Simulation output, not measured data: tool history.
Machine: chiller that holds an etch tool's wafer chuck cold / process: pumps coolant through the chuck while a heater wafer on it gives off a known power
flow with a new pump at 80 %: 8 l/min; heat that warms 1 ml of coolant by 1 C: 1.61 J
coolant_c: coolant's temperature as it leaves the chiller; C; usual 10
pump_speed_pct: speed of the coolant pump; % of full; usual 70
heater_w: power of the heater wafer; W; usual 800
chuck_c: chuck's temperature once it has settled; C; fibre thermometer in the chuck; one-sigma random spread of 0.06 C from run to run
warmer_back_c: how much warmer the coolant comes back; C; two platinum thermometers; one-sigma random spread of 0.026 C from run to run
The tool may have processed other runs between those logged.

| run | day | coolant_c | pump_speed_pct | heater_w | chuck_c | warmer_back_c |
|---|---|---|---|---|---|---|
| 1 | 0.000 | 10 | 70 | 800 | 17.84 | 4.30 |
| 2 | 3.696 | 10 | 92 | 800 | 16.62 | 3.22 |
| 3 | 7.992 | 10 | 81 | 800 | 17.35 | 3.67 |
| 4 | 14.546 | 10 | 70 | 800 | 17.90 | 4.33 |
| 5 | 18.304 | 10 | 68 | 800 | 18.09 | 4.45 |
| 6 | 25.421 | 10 | 68 | 800 | 18.17 | 4.46 |
| 7 | 28.971 | 10 | 68 | 800 | 18.07 | 4.48 |
| 8 | 35.567 | 10 | 68 | 596 | 15.91 | 3.34 |
| 9 | 42.346 | 15 | 68 | 596 | 20.99 | 3.29 |
| 10 | 49.496 | 15 | 68 | 596 | 20.94 | 3.32 |
| 11 | 52.917 | 2 | 70 | 800 | 9.86 | 4.27 |
| 12 | 60.408 | 9 | 74 | 1002 | 18.39 | 5.07 |
| 13 | 64.238 | 10 | 74 | 1002 | 19.57 | 5.08 |
| 14 | 69.508 | 10 | 74 | 1002 | 19.50 | 5.06 |
| 15 | 74.325 | 2 | 61 | 800 | 10.55 | 4.99 |
|  | 79.175 | coolant changed, channels flushed |
| 16 | 82.012 | 19 | 89 | 886 | 26.25 | 3.70 |
| 17 | 88.508 | 8 | 70 | 1113 | 18.88 | 5.96 |

Each row is a separate what-if for the run after 17, all from the same tool condition, not one after another. Results?
| A | 93.458 | 13 | 87 | 542 | ? | ? |
| B | 93.458 | 3 | 69 | 817 | ? | ? |
| C | 93.458 | 15 | 62 | 1113 | ? | ? |
| D | 93.458 | 11 | 91 | 758 | ? | ? |

| run | chuck_c | warmer_back_c |
|---|---|---|
| A | 17.24 | 2.34 |
| B | 11.02 | 4.48 |
| C | 26.88 | 6.84 |
| D | 16.96 | 3.05 |
Without the tool's hidden state the same runs would have given:
| run | chuck_c | warmer_back_c |
|---|---|---|
| A | 17.47 | 2.34 |
| B | 11.24 | 4.48 |
| C | 27.09 | 6.83 |
| D | 17.18 | 3.04 |

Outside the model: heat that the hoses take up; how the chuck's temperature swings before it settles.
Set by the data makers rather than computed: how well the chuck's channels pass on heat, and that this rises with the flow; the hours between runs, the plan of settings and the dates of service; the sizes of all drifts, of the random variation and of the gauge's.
